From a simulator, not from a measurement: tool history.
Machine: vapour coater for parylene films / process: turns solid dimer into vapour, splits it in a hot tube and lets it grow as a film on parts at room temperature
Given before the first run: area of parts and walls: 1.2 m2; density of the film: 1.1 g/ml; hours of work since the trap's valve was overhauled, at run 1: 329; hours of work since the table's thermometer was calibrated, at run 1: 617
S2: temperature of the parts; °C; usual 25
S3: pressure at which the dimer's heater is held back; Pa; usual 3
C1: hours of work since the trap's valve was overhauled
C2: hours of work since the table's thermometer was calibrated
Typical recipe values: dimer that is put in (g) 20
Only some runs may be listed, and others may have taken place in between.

run 1 hour=0 | dimer_that_is_put_in_(g)=20 S2=25 S3=3 | C1=329 C2=617 | thickness_of_the_film_(nm)=9130
-- hour=31.6 trap's valve overhauled
run 2 hour=47.1 | dimer_that_is_put_in_(g)=20 S2=25 S3=3 | C1=12 C2=649 | thickness_of_the_film_(nm)=9160
run 3 hour=89.7 | dimer_that_is_put_in_(g)=32 S2=25 S3=3 | C1=44 C2=681 | thickness_of_the_film_(nm)=14610
run 4 hour=140.4 | dimer_that_is_put_in_(g)=32 S2=25 S3=3 | C1=82 C2=719 | thickness_of_the_film_(nm)=14590
run 5 hour=195.9 | dimer_that_is_put_in_(g)=32 S2=25 S3=3 | C1=124 C2=761 | thickness_of_the_film_(nm)=14470
run 6 hour=262 | dimer_that_is_put_in_(g)=32 S2=25 S3=3 | C1=173 C2=811 | thickness_of_the_film_(nm)=14660
run 7 hour=297 | dimer_that_is_put_in_(g)=32 S2=25 S3=3 | C1=200 C2=837 | thickness_of_the_film_(nm)=14540
run 8 hour=334.2 | dimer_that_is_put_in_(g)=32 S2=25 S3=3 | C1=228 C2=865 | thickness_of_the_film_(nm)=14600
run 9 hour=394.8 | dimer_that_is_put_in_(g)=14 S2=25 S3=3 | C1=273 C2=911 | thickness_of_the_film_(nm)=6410
run 10 hour=432.7 | dimer_that_is_put_in_(g)=15 S2=25 S3=3 | C1=302 C2=940 | thickness_of_the_film_(nm)=6810
run 11 hour=468.8 | dimer_that_is_put_in_(g)=15 S2=25 S3=3 | C1=329 C2=967 | thickness_of_the_film_(nm)=6760
-- hour=500.9 trap's valve overhauled
run 12 hour=522.8 | dimer_that_is_put_in_(g)=15 S2=25 S3=3 | C1=17 C2=1004 | thickness_of_the_film_(nm)=6840
run 13 hour=555.2 | dimer_that_is_put_in_(g)=15 S2=25 S3=3 | C1=41 C2=1029 | thickness_of_the_film_(nm)=6870
run 14 hour=583.9 | dimer_that_is_put_in_(g)=14 S2=29 S3=2.81 | C1=63 C2=1050 | thickness_of_the_film_(nm)=5580
run 15 hour=624.2 | dimer_that_is_put_in_(g)=14 S2=29 S3=2.81 | C1=93 C2=1081 | thickness_of_the_film_(nm)=5610
run 16 hour=654.7 | dimer_that_is_put_in_(g)=14 S2=29 S3=2.81 | C1=116 C2=1104 | thickness_of_the_film_(nm)=5610
run 17 hour=687.9 | dimer_that_is_put_in_(g)=34 S2=25 S3=8 | C1=141 C2=1129 | thickness_of_the_film_(nm)=12990
run 18 hour=732.1 | dimer_that_is_put_in_(g)=33 S2=24 S3=2.65 | C1=174 C2=1162 | thickness_of_the_film_(nm)=15830
run 19 hour=759.8 | dimer_that_is_put_in_(g)=33 S2=24 S3=2.65 | C1=195 C2=1183 | thickness_of_the_film_(nm)=15840
run 20 hour=798.4 | dimer_that_is_put_in_(g)=33 S2=19 S3=2.29 | C1=224 C2=1212 | thickness_of_the_film_(nm)=19300
run 21 hour=850.4 | dimer_that_is_put_in_(g)=21 S2=31 S3=8.9 | C1=263 C2=1251 | thickness_of_the_film_(nm)=6350
run 22 hour=891 | dimer_that_is_put_in_(g)=26 S2=21 S3=5.72 | C1=294 C2=1282 | thickness_of_the_film_(nm)=12080
run 23 hour=919.7 | dimer_that_is_put_in_(g)=26 S2=21 S3=5.72 | C1=315 C2=1303 | thickness_of_the_film_(nm)=12130
-- hour=972 trap's valve overhauled
run 24 hour=972 | dimer_that_is_put_in_(g)=10 S2=28 S3=5.72 | C1=0 C2=1340 | thickness_of_the_film_(nm)=3650
run 25 hour=1015.8 | dimer_that_is_put_in_(g)=10 S2=28 S3=5.72 | C1=33 C2=1373 | thickness_of_the_film_(nm)=3640
run 26 hour=1071.3 | dimer_that_is_put_in_(g)=10 S2=28 S3=5.72 | C1=75 C2=1414 | thickness_of_the_film_(nm)=3660

Branching from run 26: 4 alternative next runs. What would each branch give?
run A hour=1109.1 | dimer_that_is_put_in_(g)=22 S2=28 S3=2.3 | C1=103 C2=1443 | thickness_of_the_film_(nm)=?
run B hour=1109.1 | dimer_that_is_put_in_(g)=34 S2=25 S3=3 | C1=103 C2=1443 | thickness_of_the_film_(nm)=?
run C hour=1109.1 | dimer_that_is_put_in_(g)=34 S2=25 S3=2.02 | C1=103 C2=1443 | thickness_of_the_film_(nm)=?
run D hour=1109.1 | dimer_that_is_put_in_(g)=10 S2=19 S3=5.72 | C1=103 C2=1443 | thickness_of_the_film_(nm)=?

run=A thickness_of_the_film_(nm)=9400
run=B thickness_of_the_film_(nm)=15490
run=C thickness_of_the_film_(nm)=16540
run=D thickness_of_the_film_(nm)=5010
With no hidden state in the tool, these same runs would have given:
run=A thickness_of_the_film_(nm)=9420
run=B thickness_of_the_film_(nm)=15510
run=C thickness_of_the_film_(nm)=16570
run=D thickness_of_the_film_(nm)=5010

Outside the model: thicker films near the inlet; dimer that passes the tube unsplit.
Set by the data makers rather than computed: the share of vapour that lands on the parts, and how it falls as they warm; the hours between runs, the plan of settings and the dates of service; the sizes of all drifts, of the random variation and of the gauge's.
